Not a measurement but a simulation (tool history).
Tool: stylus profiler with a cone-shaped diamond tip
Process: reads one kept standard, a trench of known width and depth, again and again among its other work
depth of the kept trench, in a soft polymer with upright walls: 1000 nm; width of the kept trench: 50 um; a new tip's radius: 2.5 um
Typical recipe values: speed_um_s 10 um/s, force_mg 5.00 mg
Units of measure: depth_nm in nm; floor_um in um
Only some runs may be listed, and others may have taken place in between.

run,hour,speed_um_s,force_mg,depth_nm,floor_um
1,0.0,10,5.00,1021.26,45.50
2,13.2,10,5.00,1021.36,45.46
3,21.7,10,5.00,1021.29,45.34
4,33.1,10,5.00,1021.30,45.40
5,41.7,10,5.00,1021.12,45.34
6,57.5,10,5.00,1021.18,45.29
7,70.0,14,5.00,1021.42,45.31
8,82.0,14,5.00,1021.51,45.30
9,89.8,10,5.00,1021.40,45.21
10,102.0,17,5.00,1021.39,45.17
11,115.8,17,5.00,1021.41,45.21
12,128.1,17,5.00,1021.27,45.19
13,143.9,17,5.00,1021.03,45.20
14,158.3,17,5.00,1021.37,45.10
15,167.0,4,5.00,1021.54,45.13
16,178.8,10,5.00,1021.44,45.09
17,189.5,10,5.00,1021.07,45.08
18,200.3,10,5.00,1021.29,44.99
19,208.4,10,5.00,1021.36,45.00
20,217.6,10,5.00,1021.01,44.94
21,227.3,10,5.00,1021.02,44.92
22,236.0,10,5.00,1021.39,44.96
23,245.2,10,5.00,1021.10,44.94
24,255.8,19,7.27,1027.21,44.91
25,263.3,35,1.67,1009.92,44.80
26,273.8,35,1.67,1010.04,44.72
27,283.0,10,13.97,1042.36,44.83
28,293.7,4,8.79,1030.99,44.79
29,304.1,5,4.66,1020.03,44.81
30,315.4,5,4.66,1020.05,44.76
# hour 316.8: height scale calibrated on a step standard
31,327.0,13,5.45,1022.26,44.77
32,334.0,13,5.45,1022.37,44.77
33,344.8,37,2.04,1011.14,44.60
# hour 350.8: height scale calibrated on a step standard, once more
34,361.5,27,2.78,1014.51,44.65
35,377.3,16,2.78,1014.70,44.61
36,386.3,4,5.00,1021.56,44.63
37,396.6,4,5.00,1021.64,44.60
38,410.9,4,5.00,1021.22,44.54
39,426.9,4,5.00,1021.46,44.48
40,435.7,4,5.00,1021.31,44.57
41,449.5,32,5.85,1023.84,44.42
42,458.6,18,3.08,1015.60,44.45
43,469.7,18,3.08,1015.56,44.44
44,480.5,39,2.06,1012.08,44.33
45,495.8,8,1.67,1010.43,44.37
46,502.9,25,9.06,1032.06,44.35

Forecast each of these 3 alternatives for the next run:
A,515.9,7,9.06,?,?
B,515.9,3,7.81,?,?
C,515.9,13,2.73,?,?

run,depth_nm,floor_um
A,1031.81,44.36
B,1029.08,44.37
C,1014.08,44.35
Take away the tool's hidden state, keep each run's random variation, and the runs would have read:
run,depth_nm,floor_um
A,1031.87,45.97
B,1029.14,45.98
C,1014.14,45.96
